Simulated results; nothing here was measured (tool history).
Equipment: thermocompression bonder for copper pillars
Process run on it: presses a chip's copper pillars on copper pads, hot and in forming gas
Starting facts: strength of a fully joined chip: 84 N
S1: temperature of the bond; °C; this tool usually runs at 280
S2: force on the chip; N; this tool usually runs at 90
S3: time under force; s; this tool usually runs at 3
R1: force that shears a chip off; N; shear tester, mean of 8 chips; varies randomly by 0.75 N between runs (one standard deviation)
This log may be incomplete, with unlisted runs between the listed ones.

run   hour   S1   S2  S3    R1
  1    0.0  280   90   3  55.3
  2    9.3  280   90   3  56.7
  3   16.0  280   90   3  55.7
  4   20.8  291   90   3  59.7
  5   29.9  291   90   3  60.1
  6   37.3  291   90   3  59.4
  7   46.6  280   90   6  66.3
  8   54.0  280   90   6  66.2
  9   61.8  280   90   6  65.3
 10   70.5  280   90   3  56.4
 11   74.6  304   90   3  63.5
 12   82.3  304   90   3  64.6
 13   90.4  304   90   3  64.0
 14   95.4  280   90   9  69.1
 15  101.3  280   90   9  70.8
 16  106.0  280   81   3  50.2
 17  112.6  280   81   3  51.3
 18  120.5  280   90   3  56.3
 19  127.8  308   90   3  66.2
 20  132.1  308   90   3  65.1
 21  136.2  310   90   3  65.5
 22  142.5  310   90   3  65.2
 23  149.0  310   90   3  65.5
 24  154.4  299  112   4  71.8
 25  160.9  280   83   3  51.6
 26  169.5  307   90   3  62.5
 27  176.4  254   90   3  44.1
 28  183.2  268   99   3  54.4
 29  189.8  274   94   4  57.8
 30  197.4  274   94   8  65.5
 31  206.0  296   90   3  58.8
 32  214.1  308   55   8  59.1
 33  218.4  308   55   8  60.6
 34  227.0  271   55   2  26.8
 35  234.2  291   71   2  42.2
 36  239.9  291   71   2  43.1
 37  246.1  291   71   2  43.1
 38  252.3  302  110   4  71.6
 39  260.3  302  110   4  72.2

Each row is a separate what-if for the run after 39, all from the same tool condition, not one after another. Results?
  A  267.7  302   94   4   ?
  B  267.7  280   90   4   ?
  C  267.7  255   90   3   ?
  D  267.7  306  105   5   ?
  E  267.7  260  110   4   ?

run    R1
  A  69.1
  B  56.5
  C  44.2
  D  73.9
  E  59.0
With no hidden state in the tool, these same runs would have given:
run    R1
  A  72.2
  B  59.0
  C  46.1
  D  77.5
  E  61.7
